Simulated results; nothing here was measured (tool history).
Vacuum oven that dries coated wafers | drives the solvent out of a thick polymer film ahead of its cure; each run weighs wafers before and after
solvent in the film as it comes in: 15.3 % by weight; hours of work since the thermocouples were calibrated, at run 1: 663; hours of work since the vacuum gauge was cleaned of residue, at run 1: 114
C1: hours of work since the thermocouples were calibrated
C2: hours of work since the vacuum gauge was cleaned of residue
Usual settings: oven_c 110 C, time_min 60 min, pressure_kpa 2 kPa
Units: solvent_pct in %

{"run": 1, "hour": 0.0, "oven_c": 110, "time_min": 60, "pressure_kpa": 2, "C1": 663, "C2": 114, "solvent_pct": 2.23}
{"run": 2, "hour": 13.6, "oven_c": 110, "time_min": 60, "pressure_kpa": 2, "C1": 669, "C2": 120, "solvent_pct": 2.21}
{"run": 3, "hour": 20.2, "oven_c": 110, "time_min": 60, "pressure_kpa": 2, "C1": 672, "C2": 122, "solvent_pct": 2.22}
{"run": 4, "hour": 31.5, "oven_c": 110, "time_min": 60, "pressure_kpa": 2.95, "C1": 677, "C2": 127, "solvent_pct": 2.87}
{"run": 5, "hour": 44.8, "oven_c": 110, "time_min": 60, "pressure_kpa": 2.95, "C1": 683, "C2": 133, "solvent_pct": 2.85}
{"run": 6, "hour": 54.2, "oven_c": 110, "time_min": 60, "pressure_kpa": 2, "C1": 687, "C2": 137, "solvent_pct": 2.22}
{"run": 7, "hour": 64.7, "oven_c": 110, "time_min": 60, "pressure_kpa": 2, "C1": 691, "C2": 142, "solvent_pct": 2.17}
{"run": 8, "hour": 79.0, "oven_c": 110, "time_min": 60, "pressure_kpa": 2, "C1": 698, "C2": 148, "solvent_pct": 2.18}
{"run": 9, "hour": 93.3, "oven_c": 110, "time_min": 60, "pressure_kpa": 2, "C1": 704, "C2": 154, "solvent_pct": 2.14}
{"run": 10, "hour": 106.7, "oven_c": 107, "time_min": 60, "pressure_kpa": 2, "C1": 710, "C2": 160, "solvent_pct": 2.57}
{"run": 11, "hour": 113.9, "oven_c": 107, "time_min": 60, "pressure_kpa": 2, "C1": 713, "C2": 163, "solvent_pct": 2.59}
{"run": 12, "hour": 120.5, "oven_c": 107, "time_min": 60, "pressure_kpa": 2, "C1": 716, "C2": 166, "solvent_pct": 2.6}
{"run": 13, "hour": 130.0, "oven_c": 107, "time_min": 60, "pressure_kpa": 2.84, "C1": 720, "C2": 170, "solvent_pct": 3.25}
{"run": 14, "hour": 143.7, "oven_c": 107, "time_min": 60, "pressure_kpa": 1.42, "C1": 726, "C2": 176, "solvent_pct": 2.13}
{"run": 15, "hour": 149.8, "oven_c": 110, "time_min": 41, "pressure_kpa": 2, "C1": 728, "C2": 179, "solvent_pct": 3.2}
{"run": 16, "hour": 156.9, "oven_c": 110, "time_min": 41, "pressure_kpa": 2, "C1": 731, "C2": 182, "solvent_pct": 3.18}
{"run": 17, "hour": 168.7, "oven_c": 110, "time_min": 41, "pressure_kpa": 2, "C1": 736, "C2": 187, "solvent_pct": 3.18}
{"run": 18, "hour": 178.3, "oven_c": 110, "time_min": 41, "pressure_kpa": 2, "C1": 741, "C2": 191, "solvent_pct": 3.21}
{"run": 19, "hour": 190.3, "oven_c": 110, "time_min": 41, "pressure_kpa": 2, "C1": 746, "C2": 196, "solvent_pct": 3.16}
{"run": 20, "hour": 199.0, "oven_c": 110, "time_min": 102, "pressure_kpa": 2, "C1": 750, "C2": 200, "solvent_pct": 1.64}
{"run": 21, "hour": 209.2, "oven_c": 110, "time_min": 102, "pressure_kpa": 2, "C1": 754, "C2": 205, "solvent_pct": 1.59}
{"run": 22, "hour": 217.9, "oven_c": 110, "time_min": 60, "pressure_kpa": 2, "C1": 758, "C2": 208, "solvent_pct": 2.22}
{"run": 23, "hour": 226.5, "oven_c": 110, "time_min": 60, "pressure_kpa": 2.85, "C1": 762, "C2": 212, "solvent_pct": 2.77}
{"run": 24, "hour": 234.6, "oven_c": 122, "time_min": 97, "pressure_kpa": 2.85, "C1": 765, "C2": 216, "solvent_pct": 1.44}
{"run": 25, "hour": 246.2, "oven_c": 113, "time_min": 35, "pressure_kpa": 4.35, "C1": 770, "C2": 221, "solvent_pct": 4.59}
{"run": 26, "hour": 256.8, "oven_c": 107, "time_min": 88, "pressure_kpa": 3.5, "C1": 775, "C2": 225, "solvent_pct": 3.15}
{"run": 27, "hour": 270.0, "oven_c": 99, "time_min": 53, "pressure_kpa": 4.08, "C1": 780, "C2": 231, "solvent_pct": 6.22}
{"run": 28, "hour": 277.0, "oven_c": 99, "time_min": 53, "pressure_kpa": 4.08, "C1": 783, "C2": 234, "solvent_pct": 6.24}
{"run": 29, "hour": 290.0, "oven_c": 110, "time_min": 76, "pressure_kpa": 4.63, "C1": 789, "C2": 240, "solvent_pct": 3.75}
{"run": 30, "hour": 299.6, "oven_c": 110, "time_min": 40, "pressure_kpa": 2, "C1": 793, "C2": 244, "solvent_pct": 3.26}
{"run": 31, "hour": 306.8, "oven_c": 110, "time_min": 40, "pressure_kpa": 2, "C1": 796, "C2": 247, "solvent_pct": 3.29}
{"run": 32, "hour": 312.7, "oven_c": 105, "time_min": 92, "pressure_kpa": 6.52, "C1": 799, "C2": 249, "solvent_pct": 6.03}
{"run": 33, "hour": 320.5, "oven_c": 115, "time_min": 80, "pressure_kpa": 1.54, "C1": 802, "C2": 253, "solvent_pct": 1.13}
{"run": 34, "hour": 329.0, "oven_c": 115, "time_min": 80, "pressure_kpa": 1.54, "C1": 806, "C2": 257, "solvent_pct": 1.15}
{"run": 35, "hour": 336.4, "oven_c": 120, "time_min": 80, "pressure_kpa": 1.54, "C1": 809, "C2": 260, "solvent_pct": 0.87}
{"run": 36, "hour": 349.5, "oven_c": 110, "time_min": 60, "pressure_kpa": 4.93, "C1": 815, "C2": 265, "solvent_pct": 4.29}
{"run": 37, "hour": 363.8, "oven_c": 110, "time_min": 60, "pressure_kpa": 4.93, "C1": 821, "C2": 272, "solvent_pct": 4.23}
{"run": 38, "hour": 373.2, "oven_c": 110, "time_min": 60, "pressure_kpa": 4.93, "C1": 825, "C2": 276, "solvent_pct": 4.27}
{"run": 39, "hour": 386.8, "oven_c": 110, "time_min": 60, "pressure_kpa": 5.3, "C1": 831, "C2": 282, "solvent_pct": 4.52}
{"run": 40, "hour": 400.0, "oven_c": 110, "time_min": 60, "pressure_kpa": 5.3, "C1": 837, "C2": 287, "solvent_pct": 4.55}
{"run": 41, "hour": 410.5, "oven_c": 110, "time_min": 60, "pressure_kpa": 5.3, "C1": 841, "C2": 292, "solvent_pct": 4.58}
{"run": 42, "hour": 417.6, "oven_c": 110, "time_min": 60, "pressure_kpa": 5.3, "C1": 845, "C2": 295, "solvent_pct": 4.55}
{"run": 43, "hour": 427.6, "oven_c": 110, "time_min": 60, "pressure_kpa": 3.08, "C1": 849, "C2": 299, "solvent_pct": 3}
{"run": 44, "hour": 435.7, "oven_c": 118, "time_min": 81, "pressure_kpa": 2, "C1": 852, "C2": 303, "solvent_pct": 1.23}
{"run": 45, "hour": 444.2, "oven_c": 116, "time_min": 58, "pressure_kpa": 5.46, "C1": 856, "C2": 307, "solvent_pct": 3.75}
{"run": 46, "hour": 457.7, "oven_c": 110, "time_min": 33, "pressure_kpa": 6.8, "C1": 862, "C2": 312, "solvent_pct": 6.92}

Forecast each of these 3 alternatives for the next run:
{"run": "A", "hour": 465.6, "oven_c": 119, "time_min": 60, "pressure_kpa": 1.17, "C1": 865, "C2": 316, "solvent_pct": "?"}
{"run": "B", "hour": 465.6, "oven_c": 120, "time_min": 89, "pressure_kpa": 1.89, "C1": 865, "C2": 316, "solvent_pct": "?"}
{"run": "C", "hour": 465.6, "oven_c": 104, "time_min": 91, "pressure_kpa": 7.69, "C1": 865, "C2": 316, "solvent_pct": "?"}

run=A solvent_pct=0.91
run=B solvent_pct=1.06
run=C solvent_pct=7.27
Without the tool's hidden state the same runs would have given:
run=A solvent_pct=0.91
run=B solvent_pct=1.06
run=C solvent_pct=7.28
